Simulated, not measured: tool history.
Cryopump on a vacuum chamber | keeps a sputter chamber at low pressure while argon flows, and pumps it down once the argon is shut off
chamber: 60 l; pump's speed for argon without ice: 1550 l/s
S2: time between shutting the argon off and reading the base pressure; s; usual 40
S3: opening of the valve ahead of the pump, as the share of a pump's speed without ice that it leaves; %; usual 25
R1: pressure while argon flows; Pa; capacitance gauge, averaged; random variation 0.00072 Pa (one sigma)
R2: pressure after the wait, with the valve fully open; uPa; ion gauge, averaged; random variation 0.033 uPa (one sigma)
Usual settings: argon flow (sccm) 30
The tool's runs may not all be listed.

{"run": 1, "day": 0.0, "argon flow (sccm)": 30, "S2": 40, "S3": 25, "R1": 0.1363, "R2": 3.67}
{"run": 2, "day": 0.425, "argon flow (sccm)": 30, "S2": 40, "S3": 32, "R1": 0.1069, "R2": 3.7}
{"run": 3, "day": 1.05, "argon flow (sccm)": 26, "S2": 40, "S3": 25, "R1": 0.1183, "R2": 3.69}
{"run": 4, "day": 1.692, "argon flow (sccm)": 26, "S2": 40, "S3": 25, "R1": 0.1169, "R2": 3.82}
{"run": 5, "day": 2.125, "argon flow (sccm)": 30, "S2": 40, "S3": 25, "R1": 0.136, "R2": 3.74}
{"run": 6, "day": 2.929, "argon flow (sccm)": 30, "S2": 203, "S3": 25, "R1": 0.136, "R2": 2.44}
{"run": 7, "day": 3.733, "argon flow (sccm)": 30, "S2": 203, "S3": 25, "R1": 0.1348, "R2": 2.57}
{"run": 8, "day": 4.275, "argon flow (sccm)": 30, "S2": 203, "S3": 25, "R1": 0.1373, "R2": 2.65}
{"run": 9, "day": 4.975, "argon flow (sccm)": 30, "S2": 203, "S3": 25, "R1": 0.1357, "R2": 2.52}
{"run": 10, "day": 5.829, "argon flow (sccm)": 30, "S2": 40, "S3": 25, "R1": 0.1381, "R2": 3.92}
{"run": 11, "day": 6.25, "argon flow (sccm)": 30, "S2": 40, "S3": 25, "R1": 0.1365, "R2": 3.94}
{"run": 12, "day": 6.679, "argon flow (sccm)": 30, "S2": 112, "S3": 25, "R1": 0.136, "R2": 2.91}
{"run": 13, "day": 7.346, "argon flow (sccm)": 30, "S2": 112, "S3": 25, "R1": 0.1372, "R2": 2.92}
{"run": 14, "day": 8.108, "argon flow (sccm)": 30, "S2": 112, "S3": 25, "R1": 0.1383, "R2": 3.07}
{"run": 15, "day": 8.546, "argon flow (sccm)": 30, "S2": 112, "S3": 25, "R1": 0.1396, "R2": 2.98}
{"run": 16, "day": 9.104, "argon flow (sccm)": 30, "S2": 112, "S3": 25, "R1": 0.1372, "R2": 2.99}
{"run": 17, "day": 9.621, "argon flow (sccm)": 30, "S2": 40, "S3": 27, "R1": 0.1277, "R2": 3.99}
{"run": 18, "day": 10.292, "argon flow (sccm)": 36, "S2": 40, "S3": 25, "R1": 0.1658, "R2": 4.17}
{"run": 19, "day": 10.642, "argon flow (sccm)": 27, "S2": 40, "S3": 31, "R1": 0.1005, "R2": 4.01}

The next listed run, before its measurement:
{"run": 20, "day": 11.225, "argon flow (sccm)": 16, "S2": 31, "S3": 25, "R1": "?", "R2": "?"}

{"run 20": {"R1": 0.0744, "R2": 4.6}}
Without the tool's hidden state the same run would have given R1 0.0705 Pa, R2 2.24 uPa.

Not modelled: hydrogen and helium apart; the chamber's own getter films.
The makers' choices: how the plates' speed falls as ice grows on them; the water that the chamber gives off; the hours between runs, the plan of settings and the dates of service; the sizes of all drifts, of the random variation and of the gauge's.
